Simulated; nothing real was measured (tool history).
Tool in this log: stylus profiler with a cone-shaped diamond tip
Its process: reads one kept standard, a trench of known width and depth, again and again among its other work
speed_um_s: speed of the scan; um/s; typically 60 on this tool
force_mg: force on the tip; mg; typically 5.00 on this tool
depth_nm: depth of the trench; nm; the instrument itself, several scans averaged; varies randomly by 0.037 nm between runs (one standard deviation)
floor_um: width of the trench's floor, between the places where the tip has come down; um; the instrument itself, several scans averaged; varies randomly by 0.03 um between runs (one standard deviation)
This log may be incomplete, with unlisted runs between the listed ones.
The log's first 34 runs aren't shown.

Run 35, hour 1227.5: usual settings but speed_um_s 231 um/s, force_mg 2.51 mg. Result: depth_nm 100.84 nm, floor_um 26.82 um.
Run 36, hour 1251.4: usual settings but speed_um_s 231 um/s, force_mg 2.51 mg. Result: depth_nm 100.92 nm, floor_um 26.81 um.
Run 37, hour 1272.3: usual settings but speed_um_s 231 um/s, force_mg 2.51 mg. Result: depth_nm 100.96 nm, floor_um 26.83 um.
Run 38, hour 1312.0: usual settings but force_mg 4.91 mg. Result: depth_nm 101.64 nm, floor_um 27.21 um.
Run 39, hour 1351.9: usual settings but force_mg 4.91 mg. Result: depth_nm 101.76 nm, floor_um 27.25 um.
Run 40, hour 1376.6: usual settings but speed_um_s 184 um/s, force_mg 2.22 mg. Result: depth_nm 100.76 nm, floor_um 26.82 um.
Run 41, hour 1410.1: usual settings but speed_um_s 162 um/s, force_mg 2.22 mg. Result: depth_nm 100.77 nm, floor_um 26.88 um.
Run 42, hour 1444.2: usual settings but speed_um_s 110 um/s, force_mg 3.05 mg. Result: depth_nm 101.04 nm, floor_um 27.11 um.
At hour 1466.3: height scale calibrated on a step standard.
Run 43, hour 1469.9: usual settings but speed_um_s 218 um/s, force_mg 2.61 mg. Result: depth_nm 101.52 nm, floor_um 26.80 um.
Run 44, hour 1517.6: usual settings but speed_um_s 218 um/s, force_mg 2.61 mg. Result: depth_nm 101.45 nm, floor_um 26.74 um.

Consider 5 possible next runs. They are alternatives, not a sequence: every one starts from the tool as it was left by run 44. What does each give?
Run A, hour 1552.4: usual settings but force_mg 3.78 mg. Result: depth_nm ?, floor_um ?.
Run B, hour 1552.4: usual settings but speed_um_s 20 um/s, force_mg 2.61 mg. Result: depth_nm ?, floor_um ?.
Run C, hour 1552.4: usual settings but speed_um_s 50 um/s, force_mg 3.91 mg. Result: depth_nm ?, floor_um ?.
Run D, hour 1552.4: usual settings but speed_um_s 56 um/s, force_mg 2.02 mg. Result: depth_nm ?, floor_um ?.
Run E, hour 1552.4: usual settings but speed_um_s 126 um/s, force_mg 6.93 mg. Result: depth_nm ?, floor_um ?.

run  depth_nm  floor_um
  A    101.81     27.14
  B    101.43     27.20
  C    101.92     27.13
  D    101.20     27.13
  E    102.75     27.05
With the hidden condition removed and each run's random variation left untouched, the same runs would have given:
run  depth_nm  floor_um
  A    101.81     27.92
  B    101.43     27.98
  C    101.92     27.91
  D    101.21     27.91
  E    102.76     27.83
